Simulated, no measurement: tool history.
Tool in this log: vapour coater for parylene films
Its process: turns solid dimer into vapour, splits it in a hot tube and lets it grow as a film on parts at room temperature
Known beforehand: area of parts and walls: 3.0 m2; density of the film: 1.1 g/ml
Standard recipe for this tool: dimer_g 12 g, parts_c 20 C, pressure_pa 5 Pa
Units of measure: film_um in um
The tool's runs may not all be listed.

run 1 hour=0 | dimer_g=12 parts_c=20 pressure_pa=5 | film_um=1.86
run 2 hour=12.4 | dimer_g=12 parts_c=20 pressure_pa=5 | film_um=1.86
run 3 hour=33.5 | dimer_g=12 parts_c=20 pressure_pa=5 | film_um=1.89
run 4 hour=58.1 | dimer_g=12 parts_c=20 pressure_pa=5 | film_um=1.91
run 5 hour=83.3 | dimer_g=12 parts_c=20 pressure_pa=5 | film_um=1.87
run 6 hour=98.6 | dimer_g=12 parts_c=20 pressure_pa=3.21 | film_um=1.86
run 7 hour=115.4 | dimer_g=12 parts_c=20 pressure_pa=3.21 | film_um=1.93
run 8 hour=135.2 | dimer_g=12 parts_c=20 pressure_pa=5 | film_um=1.89
run 9 hour=154.2 | dimer_g=12 parts_c=20 pressure_pa=2.18 | film_um=1.94
run 10 hour=168.9 | dimer_g=12 parts_c=20 pressure_pa=9.28 | film_um=1.78
run 11 hour=182.6 | dimer_g=12 parts_c=20 pressure_pa=9.28 | film_um=1.77
run 12 hour=203.6 | dimer_g=12 parts_c=20 pressure_pa=9.28 | film_um=1.75
run 13 hour=227.4 | dimer_g=12 parts_c=20 pressure_pa=5 | film_um=1.81
-- hour=241.4 trap's valve overhauled
run 14 hour=248.2 | dimer_g=8 parts_c=15 pressure_pa=5 | film_um=1.6
run 15 hour=266.3 | dimer_g=8 parts_c=15 pressure_pa=5 | film_um=1.6
run 16 hour=292.7 | dimer_g=6 parts_c=20 pressure_pa=5 | film_um=0.98
run 17 hour=308.5 | dimer_g=6 parts_c=20 pressure_pa=5 | film_um=0.95
run 18 hour=324.4 | dimer_g=6 parts_c=20 pressure_pa=5 | film_um=1
run 19 hour=340.5 | dimer_g=12 parts_c=24 pressure_pa=4.46 | film_um=1.66
run 20 hour=363.8 | dimer_g=12 parts_c=24 pressure_pa=4.46 | film_um=1.67
run 21 hour=382.9 | dimer_g=12 parts_c=24 pressure_pa=8.75 | film_um=1.58
run 22 hour=403.7 | dimer_g=12 parts_c=24 pressure_pa=8.75 | film_um=1.6
run 23 hour=421 | dimer_g=17 parts_c=24 pressure_pa=2.63 | film_um=2.34
run 24 hour=440.4 | dimer_g=20 parts_c=20 pressure_pa=6.42 | film_um=3.14
run 25 hour=461.4 | dimer_g=7 parts_c=20 pressure_pa=2.29 | film_um=1.17
run 26 hour=480.8 | dimer_g=9 parts_c=28 pressure_pa=4.15 | film_um=1.04

Branching from run 26: 4 alternative next runs. What would each branch give?
run A hour=504 | dimer_g=17 parts_c=14 pressure_pa=10.99 | film_um=?
run B hour=504 | dimer_g=12 parts_c=31 pressure_pa=5.02 | film_um=?
run C hour=504 | dimer_g=9 parts_c=17 pressure_pa=4.15 | film_um=?
run D hour=504 | dimer_g=9 parts_c=13 pressure_pa=4.15 | film_um=?

run=A film_um=3.21
run=B film_um=1.22
run=C film_um=1.62
run=D film_um=1.89
With no hidden state in the tool, these same runs would have given:
run=A film_um=3.36
run=B film_um=1.27
run=C film_um=1.7
run=D film_um=1.98
